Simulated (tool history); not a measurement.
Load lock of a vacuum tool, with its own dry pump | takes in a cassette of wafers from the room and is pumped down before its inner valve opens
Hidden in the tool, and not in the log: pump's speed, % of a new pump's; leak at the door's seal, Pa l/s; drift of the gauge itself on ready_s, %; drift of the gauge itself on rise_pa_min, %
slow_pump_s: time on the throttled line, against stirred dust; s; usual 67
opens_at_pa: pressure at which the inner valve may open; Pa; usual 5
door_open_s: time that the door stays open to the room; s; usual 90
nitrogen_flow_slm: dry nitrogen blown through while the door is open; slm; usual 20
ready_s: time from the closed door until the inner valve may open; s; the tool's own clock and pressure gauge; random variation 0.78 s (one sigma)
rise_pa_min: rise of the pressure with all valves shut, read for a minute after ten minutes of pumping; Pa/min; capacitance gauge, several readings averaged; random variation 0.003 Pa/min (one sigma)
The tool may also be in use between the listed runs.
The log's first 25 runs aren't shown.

run    hour  slow_pump_s  opens_at_pa  door_open_s  nitrogen_flow_slm  hours that the pump has run since its overhaul  times that the door has closed on its seal  incoming humidity of the room's air, %  ready_s  rise_pa_min
 26  4236.3           84            5           75                  5                                            5920                                       11708                                    45.4    135.8        0.117
 27  4474.9           84            5           75                  5                                            6158                                       12655                                    41.6    136.9        0.119
 28    4613           84            6           75                  5                                            6296                                       13203                                    47.9    136.4        0.134
 29  4812.2          125           10           90                 20                                            6495                                       13994                                    42.1      165        0.103
 30  4959.2          119           10           44                  7                                            6643                                       14577                                    43.9    159.8        0.114
 31  5078.6           46           10           44                  7                                            6762                                       15051                                    46.6    101.8        0.122
 32  5235.3           46           10           44                  7                                            6919                                       15673                                    44.5    101.4        0.122
 33  5388.6           67            6           93                 20                                            7072                                       16282                                    45.6    122.6        0.131
 34  5580.3           77            4           85                  7                                            7264                                       17043                                    46.2    132.3        0.157
 35  5805.8           77            4           85                  7                                            7489                                       17938                                    44.2    132.6        0.158
 36  6023.6           52            5           90                 20                                            7707                                       18803                                    44.4    110.6        0.148
 37  6194.3          109            4           76                 11                                            7878                                       19480                                    41.7    158.6        0.169
 38  6360.7           67            8           90                 20                                            8044                                       20141                                    44.6    120.1        0.159

3 ways to go on from here, each from the tool as it stands after run 38. What would each give?
  A  6605.9           73            5           80                  5                                            8289                                       21114                                    47.7        ?            ?
  B  6605.9           64            5          152                 20                                            8289                                       21114                                    45.8        ?            ?
  C  6605.9           67            8          165                 20                                            8289                                       21114                                    44.4        ?            ?

run  ready_s  rise_pa_min
  A    128.6        0.198
  B    120.2        0.194
  C      120        0.199
Without the tool's hidden state the same runs would have given:
run  ready_s  rise_pa_min
  A    125.1        0.076
  B    116.6        0.069
  C    116.7        0.075
